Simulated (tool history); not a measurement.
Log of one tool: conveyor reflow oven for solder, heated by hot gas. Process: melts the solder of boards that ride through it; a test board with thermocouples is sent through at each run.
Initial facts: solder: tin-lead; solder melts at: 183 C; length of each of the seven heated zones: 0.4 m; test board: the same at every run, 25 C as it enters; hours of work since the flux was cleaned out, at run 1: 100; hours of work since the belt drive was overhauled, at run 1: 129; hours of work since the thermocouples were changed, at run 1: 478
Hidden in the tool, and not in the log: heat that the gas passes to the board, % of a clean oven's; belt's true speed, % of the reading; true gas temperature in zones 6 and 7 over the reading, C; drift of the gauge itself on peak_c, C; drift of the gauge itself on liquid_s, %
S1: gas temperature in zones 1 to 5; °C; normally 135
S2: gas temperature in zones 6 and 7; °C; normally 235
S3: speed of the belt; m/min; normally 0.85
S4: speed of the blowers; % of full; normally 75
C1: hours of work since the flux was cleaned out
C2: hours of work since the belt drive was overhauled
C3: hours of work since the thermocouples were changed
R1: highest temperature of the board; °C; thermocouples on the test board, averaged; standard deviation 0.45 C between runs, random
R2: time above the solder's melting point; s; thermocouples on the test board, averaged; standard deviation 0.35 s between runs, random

run,day,S1,S2,S3,S4,C1,C2,C3,R1,R2
1,0,135,235,0.85,75,100,129,478,215.2,39.8
2,1.104,135,235,0.85,75,115,144,494,214.7,40.1
# day 1.9: thermocouples of zones 6 and 7 changed
3,2.142,135,235,0.85,76,128,157,3,216.4,40.9
4,3.088,135,235,0.85,76,141,170,16,215.6,40.2
5,4.004,135,235,0.85,76,154,182,29,215.8,40
6,5.838,135,235,0.85,75,179,208,54,214.7,40.2
7,6.712,135,235,0.85,75,191,220,66,214.6,40.2
8,8.288,143,235,0.85,75,213,241,88,217.3,43.4
9,9.221,143,235,0.85,75,225,254,101,216.6,42.7
10,10.208,135,248,0.85,75,239,268,114,226,45.5
11,11.396,135,248,0.85,75,255,284,131,225.9,45.3
12,13.138,135,248,0.85,75,279,308,155,224.8,45.9
13,14.588,135,248,0.85,75,299,328,175,224.5,46.1
14,15.479,135,248,0.85,75,312,340,187,225.4,45.2
15,16.583,135,235,0.872,75,327,356,202,213.1,37.7
16,17.646,139,235,0.944,71,341,370,217,209.7,32.5
# day 17.929: belt drive overhauled, speed set with a stopwatch
17,18.875,146,232,0.749,79,356,13,231,217.5,52.1
18,20.679,146,230,0.81,62,381,38,256,209.7,41.7
# day 22.067: belt drive overhauled, speed set with a stopwatch, once more
19,22.25,144,224,0.956,75,400,3,276,201.7,27.5
20,23.496,144,239,0.956,75,417,20,293,213.7,36
# day 25: flux residue cleaned out of gas plates and filters
21,25,140,235,0.873,75,0,38,310,216.5,41.2
22,26.633,126,235,0.85,75,22,60,333,215.2,37.9
23,27.488,131,227,0.85,65,34,72,345,206.9,32.4
24,28.992,135,246,0.85,71,55,92,365,224.6,45.7
25,30.225,148,232,0.901,75,72,109,382,214.2,40.8
26,31.467,148,240,0.687,75,89,127,399,228.6,62.5
27,33.342,134,240,0.686,66,115,152,425,225.3,56.1
28,34.629,135,247,0.823,75,133,170,443,228,48.3
29,36.538,124,235,0.692,52,159,196,469,213.9,45.4
30,38.379,144,244,0.945,52,184,222,495,212.7,36.2

3 options for the next run, each taken on its own from the tool as it stands now. Forecast them:
# day 39.042: thermocouples of zones 6 and 7 changed
A,39.821,135,235,0.726,75,203,240,11,?,?
# day 39.042: thermocouples of zones 6 and 7 changed
B,39.821,131,244,0.945,78,203,240,11,?,?
# day 39.042: thermocouples of zones 6 and 7 changed
C,39.821,135,235,0.85,74,203,240,11,?,?

run,R1,R2
A,220.5,50.7
B,219.3,36.3
C,215.3,39.8
What these runs would have given with no unlogged condition in the tool:
run,R1,R2
A,221.9,51.5
B,221.6,37.5
C,217.1,40.9

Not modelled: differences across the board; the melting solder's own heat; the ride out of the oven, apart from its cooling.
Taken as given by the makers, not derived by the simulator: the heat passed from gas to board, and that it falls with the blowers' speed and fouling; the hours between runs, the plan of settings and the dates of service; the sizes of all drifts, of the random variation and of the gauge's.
